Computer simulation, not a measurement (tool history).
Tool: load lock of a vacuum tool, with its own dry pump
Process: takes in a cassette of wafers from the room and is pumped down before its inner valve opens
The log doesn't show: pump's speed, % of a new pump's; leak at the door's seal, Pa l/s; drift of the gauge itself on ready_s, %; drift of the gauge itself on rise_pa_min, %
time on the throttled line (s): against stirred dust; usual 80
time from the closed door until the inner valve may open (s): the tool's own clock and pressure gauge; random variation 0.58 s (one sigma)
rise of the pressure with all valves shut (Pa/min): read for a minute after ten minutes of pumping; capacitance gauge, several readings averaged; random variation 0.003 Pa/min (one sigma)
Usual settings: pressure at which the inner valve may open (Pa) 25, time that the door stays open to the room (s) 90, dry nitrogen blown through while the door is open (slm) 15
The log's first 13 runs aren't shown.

run     hour  time on the throttled line (s)  pressure at which the inner valve may open (Pa)  time that the door stays open to the room (s)  dry nitrogen blown through while the door is open (slm)  hours that the pump has run since its overhaul  times that the door has closed on its seal  incoming humidity of the room's air, %  time from the closed door until the inner valve may open (s)  rise of the pressure with all valves shut (Pa/min)
 14   5498.7                              80                                               25                                             90                                                       15                                            6933                                       40647                                      45                                                           126                                               0.123
 15   5779.3                              80                                               25                                             90                                                        6                                            7214                                       41174                                    46.9                                                           126                                               0.125
 16   6060.6                              80                                               25                                             90                                                        6                                            7495                                       41702                                    46.6                                                         126.8                                               0.129
 17   6281.8                              80                                               25                                             90                                                        6                                            7716                                       42118                                    46.7                                                         126.4                                               0.134
 18   6761.5                             142                                               25                                             90                                                       15                                            8196                                       43019                                    40.5                                                         182.2                                               0.133
 19   7118.3                             142                                               25                                             90                                                       15                                            8553                                       43689                                    44.4                                                         184.1                                               0.137
 20   7644.8                             128                                               25                                            230                                                       15                                            9079                                       44677                                    42.7                                                         169.9                                               0.147
 21   8125.6                              80                                               44                                            151                                                       15                                            9560                                       45580                                    45.3                                                         123.2                                               0.147
 22   8601.7                              80                                               31                                            118                                                       15                                           10036                                       46474                                    42.1                                                         126.9                                               0.151
 23   8830.3                             102                                               20                                             32                                                       40                                           10265                                       46904                                    45.9                                                         148.9                                               0.131
 24   9322.7                             102                                               20                                             32                                                        8                                           10757                                       47828                                    48.8                                                         149.1                                                0.15
      9412.5  -- door's seal changed, seat wiped
 25   9546.2                             102                                               20                                             32                                                        8                                           10979                                         251                                    46.7                                                         151.2                                               0.022
 26   9929.1                             112                                               29                                             32                                                        8                                           11362                                         970                                    42.6                                                         154.4                                                0.02
 27  10334.9                              55                                               19                                             90                                                       15                                           11768                                        1732                                    45.5                                                         110.3                                               0.023
 28  10738.9                              85                                               20                                             90                                                       17                                           12172                                        2491                                    45.1                                                         135.6                                               0.027
 29  11159.1                              65                                               25                                             90                                                       15                                           12592                                        3280                                    46.8                                                         117.4                                               0.028
 30  11682.3                             134                                               24                                             68                                                       41                                           13115                                        4262                                    42.7                                                         178.1                                               0.015
 31  12110.4                             134                                               24                                             68                                                       41                                           13543                                        5066                                    43.7                                                         177.3                                               0.023
 32  12394.3                              71                                               25                                             53                                                        6                                           13827                                        5599                                    44.6                                                         122.4                                                0.03
 33  12719.6                              71                                               25                                             53                                                        6                                           14153                                        6210                                    45.6                                                         122.6                                               0.027
 34  12965.8                              71                                               45                                             69                                                        6                                           14399                                        6673                                    44.1                                                         118.9                                                0.03

The next listed run, before its measurement:
 35  13489.9                              71                                               45                                             69                                                        6                                           14923                                        7657                                      44                                                             ?                                                   ?

Run 35 gave time from the closed door until the inner valve may open (s) 119.4, rise of the pressure with all valves shut (Pa/min) 0.038.
Without the tool's hidden state the same run would have given time from the closed door until the inner valve may open (s) 111.6, rise of the pressure with all valves shut (Pa/min) 0.028.

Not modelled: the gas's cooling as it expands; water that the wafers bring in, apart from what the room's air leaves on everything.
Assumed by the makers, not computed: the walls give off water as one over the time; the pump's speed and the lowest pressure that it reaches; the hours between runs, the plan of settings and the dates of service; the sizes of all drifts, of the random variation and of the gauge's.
